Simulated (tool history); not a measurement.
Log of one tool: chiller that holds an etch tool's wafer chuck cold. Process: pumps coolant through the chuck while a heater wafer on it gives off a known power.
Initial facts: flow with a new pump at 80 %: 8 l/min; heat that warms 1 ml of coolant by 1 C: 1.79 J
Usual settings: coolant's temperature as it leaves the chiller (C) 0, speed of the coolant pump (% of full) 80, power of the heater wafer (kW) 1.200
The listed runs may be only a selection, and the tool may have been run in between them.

run,hour,coolant's temperature as it leaves the chiller (C),speed of the coolant pump (% of full),power of the heater wafer (kW),chuck's temperature once it has settled (C),how much warmer the coolant comes back (C)
1,0.0,0,80,1.200,8.54,5.02
2,34.2,0,80,1.200,8.63,5.03
3,66.5,0,80,1.200,8.57,4.99
4,90.6,0,80,1.200,8.61,5.03
5,129.8,0,80,1.200,8.54,4.98
6,153.8,0,80,1.200,8.57,5.03
7,186.1,0,80,1.200,8.60,4.98
8,224.3,0,80,1.200,8.59,5.01
9,248.5,0,80,1.200,8.55,4.95
10,281.8,0,80,1.200,8.53,5.01
11,314.6,0,80,1.200,8.53,5.02
12,349.0,0,80,1.200,8.51,5.02
13,382.2,0,80,1.200,8.54,5.02
14,409.5,0,80,1.200,8.53,5.04
15,432.1,0,80,1.200,8.57,5.05
16,458.0,0,89,1.200,8.07,4.50
17,482.4,4,70,0.665,9.21,3.20
18,504.8,7,74,1.200,15.97,5.39
19,529.5,0,96,1.391,8.84,4.91
20,559.3,-10,75,0.846,-3.70,3.73
21,591.8,-10,75,0.846,-3.70,3.73
22,611.0,-10,98,1.258,-2.15,4.37
23,650.8,-10,98,1.258,-2.14,4.39
24,688.0,-10,98,1.258,-2.18,4.34
25,721.8,-10,98,1.258,-2.13,4.29
26,739.8,7,65,1.289,17.49,6.61
27,757.3,-6,79,1.016,1.34,4.28
28,778.4,-6,79,1.016,1.27,4.33
29,804.1,-4,70,1.192,5.29,5.65
30,822.6,-4,70,1.192,5.32,5.66
31,859.0,-4,70,1.192,5.26,5.65

Put back what was entered between runs (2 entries, withheld): which listed runs does each sit between, and how does the hidden state differ from the listed run before to the listed run after?
Runs 5 to 6: coolant changed, channels flushed (hour 141.3)
  heat passed by the chuck's channels, % of clean ones': 99.7 -> 100
Runs 27 to 28: chiller's thermometer calibrated (hour 770.7)
  coolant's true temperature over the reading, C: -0.02 -> 0
